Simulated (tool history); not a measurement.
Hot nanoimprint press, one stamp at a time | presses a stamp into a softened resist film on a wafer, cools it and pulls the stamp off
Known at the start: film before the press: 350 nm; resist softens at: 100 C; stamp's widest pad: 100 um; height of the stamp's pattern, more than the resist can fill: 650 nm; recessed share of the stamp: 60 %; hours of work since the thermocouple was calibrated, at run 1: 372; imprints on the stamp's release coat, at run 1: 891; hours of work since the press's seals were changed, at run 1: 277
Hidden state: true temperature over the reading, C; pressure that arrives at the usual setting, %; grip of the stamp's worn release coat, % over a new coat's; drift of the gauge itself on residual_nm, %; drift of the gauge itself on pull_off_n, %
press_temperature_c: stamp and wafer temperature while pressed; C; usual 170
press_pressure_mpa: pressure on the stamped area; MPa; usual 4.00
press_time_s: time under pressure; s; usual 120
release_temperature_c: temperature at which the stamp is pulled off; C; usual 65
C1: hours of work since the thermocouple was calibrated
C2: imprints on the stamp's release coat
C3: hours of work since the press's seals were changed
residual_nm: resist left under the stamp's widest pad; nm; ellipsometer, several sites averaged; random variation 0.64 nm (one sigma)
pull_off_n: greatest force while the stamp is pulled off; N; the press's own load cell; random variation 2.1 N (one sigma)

run 1 hour=0.0 | press_temperature_c=170 press_pressure_mpa=4.00 press_time_s=120 release_temperature_c=65 | C1=372 C2=891 C3=277 | residual_nm=123.3 pull_off_n=156
run 2 hour=4.6 | press_temperature_c=170 press_pressure_mpa=4.00 press_time_s=120 release_temperature_c=66 | C1=376 C2=909 C3=280 | residual_nm=124.1 pull_off_n=155
run 3 hour=10.7 | press_temperature_c=170 press_pressure_mpa=4.00 press_time_s=120 release_temperature_c=65 | C1=381 C2=934 C3=285 | residual_nm=122.9 pull_off_n=155
run 4 hour=15.2 | press_temperature_c=170 press_pressure_mpa=4.00 press_time_s=120 release_temperature_c=65 | C1=385 C2=953 C3=289 | residual_nm=124.3 pull_off_n=157
run 5 hour=20.0 | press_temperature_c=170 press_pressure_mpa=4.00 press_time_s=120 release_temperature_c=65 | C1=388 C2=972 C3=292 | residual_nm=123.4 pull_off_n=158
run 6 hour=25.0 | press_temperature_c=170 press_pressure_mpa=4.00 press_time_s=120 release_temperature_c=65 | C1=392 C2=993 C3=296 | residual_nm=123.5 pull_off_n=158
run 7 hour=30.8 | press_temperature_c=170 press_pressure_mpa=4.00 press_time_s=120 release_temperature_c=65 | C1=397 C2=1017 C3=301 | residual_nm=124.1 pull_off_n=157
-- hour=38.1 stamp cleaned and given a new release coat
-- hour=41.7 plate thermocouple calibrated
run 8 hour=49.4 | press_temperature_c=170 press_pressure_mpa=4.00 press_time_s=120 release_temperature_c=65 | C1=6 C2=34 C3=309 | residual_nm=124.6 pull_off_n=154
run 9 hour=57.7 | press_temperature_c=170 press_pressure_mpa=4.00 press_time_s=160 release_temperature_c=65 | C1=13 C2=68 C3=315 | residual_nm=110.4 pull_off_n=154
run 10 hour=66.7 | press_temperature_c=170 press_pressure_mpa=4.00 press_time_s=160 release_temperature_c=65 | C1=20 C2=105 C3=322 | residual_nm=109.1 pull_off_n=156
run 11 hour=70.8 | press_temperature_c=170 press_pressure_mpa=4.00 press_time_s=160 release_temperature_c=65 | C1=23 C2=121 C3=326 | residual_nm=110.1 pull_off_n=160
run 12 hour=75.7 | press_temperature_c=170 press_pressure_mpa=4.00 press_time_s=120 release_temperature_c=65 | C1=27 C2=142 C3=330 | residual_nm=124.2 pull_off_n=153
run 13 hour=85.0 | press_temperature_c=170 press_pressure_mpa=4.00 press_time_s=120 release_temperature_c=65 | C1=34 C2=179 C3=337 | residual_nm=124.9 pull_off_n=157
run 14 hour=89.7 | press_temperature_c=170 press_pressure_mpa=4.00 press_time_s=120 release_temperature_c=65 | C1=38 C2=199 C3=341 | residual_nm=124.5 pull_off_n=158
run 15 hour=99.2 | press_temperature_c=170 press_pressure_mpa=4.00 press_time_s=120 release_temperature_c=65 | C1=46 C2=237 C3=348 | residual_nm=125.1 pull_off_n=158
run 16 hour=105.8 | press_temperature_c=177 press_pressure_mpa=5.07 press_time_s=127 release_temperature_c=65 | C1=51 C2=265 C3=354 | residual_nm=74.4 pull_off_n=156
run 17 hour=110.8 | press_temperature_c=160 press_pressure_mpa=6.09 press_time_s=86 release_temperature_c=64 | C1=55 C2=285 C3=357 | residual_nm=193.7 pull_off_n=156
run 18 hour=119.5 | press_temperature_c=160 press_pressure_mpa=3.91 press_time_s=71 release_temperature_c=64 | C1=62 C2=320 C3=364 | residual_nm=240.7 pull_off_n=159
run 19 hour=125.3 | press_temperature_c=167 press_pressure_mpa=4.00 press_time_s=120 release_temperature_c=72 | C1=66 C2=344 C3=369 | residual_nm=145.4 pull_off_n=149
run 20 hour=131.9 | press_temperature_c=161 press_pressure_mpa=3.54 press_time_s=104 release_temperature_c=64 | C1=72 C2=371 C3=374 | residual_nm=215.5 pull_off_n=154
run 21 hour=140.0 | press_temperature_c=161 press_pressure_mpa=3.54 press_time_s=104 release_temperature_c=64 | C1=78 C2=404 C3=381 | residual_nm=214.8 pull_off_n=157
run 22 hour=145.4 | press_temperature_c=180 press_pressure_mpa=4.00 press_time_s=120 release_temperature_c=52 | C1=82 C2=426 C3=385 | residual_nm=77.1 pull_off_n=168
run 23 hour=153.3 | press_temperature_c=169 press_pressure_mpa=5.77 press_time_s=91 release_temperature_c=55 | C1=89 C2=459 C3=391 | residual_nm=124.2 pull_off_n=164
run 24 hour=160.2 | press_temperature_c=173 press_pressure_mpa=3.41 press_time_s=192 release_temperature_c=68 | C1=94 C2=487 C3=397 | residual_nm=95.3 pull_off_n=154
run 25 hour=166.9 | press_temperature_c=176 press_pressure_mpa=5.00 press_time_s=192 release_temperature_c=68 | C1=100 C2=515 C3=402 | residual_nm=67.9 pull_off_n=155
run 26 hour=174.6 | press_temperature_c=173 press_pressure_mpa=3.41 press_time_s=76 release_temperature_c=64 | C1=106 C2=546 C3=408 | residual_nm=140.8 pull_off_n=158
run 27 hour=184.0 | press_temperature_c=173 press_pressure_mpa=3.41 press_time_s=76 release_temperature_c=64 | C1=113 C2=584 C3=416 | residual_nm=141.8 pull_off_n=156
run 28 hour=193.8 | press_temperature_c=173 press_pressure_mpa=3.41 press_time_s=76 release_temperature_c=64 | C1=121 C2=625 C3=423 | residual_nm=141.1 pull_off_n=156
run 29 hour=202.3 | press_temperature_c=170 press_pressure_mpa=4.00 press_time_s=138 release_temperature_c=60 | C1=128 C2=659 C3=430 | residual_nm=118.6 pull_off_n=163

The same runs without the tool's hidden state, with the same run-to-run variation:
run=1 residual_nm=123.1
run=2 residual_nm=123.8
run=3 residual_nm=122.6
run=4 residual_nm=123.9
run=5 residual_nm=122.9
run=6 residual_nm=122.9
run=7 residual_nm=123.4
run=8 residual_nm=124.0
run=9 residual_nm=109.8
run=10 residual_nm=108.3
run=11 residual_nm=109.3
run=12 residual_nm=123.2
run=13 residual_nm=123.7
run=14 residual_nm=123.3
run=15 residual_nm=123.7
run=16 residual_nm=73.5
run=17 residual_nm=191.3
run=18 residual_nm=237.4
run=19 residual_nm=143.4
run=20 residual_nm=212.3
run=21 residual_nm=211.4
run=22 residual_nm=75.9
run=23 residual_nm=122.0
run=24 residual_nm=93.5
run=25 residual_nm=66.6
run=26 residual_nm=138.0
run=27 residual_nm=138.7
run=28 residual_nm=138.0
run=29 residual_nm=115.8
pull_off_n: within 1 N of the measured result in every run.
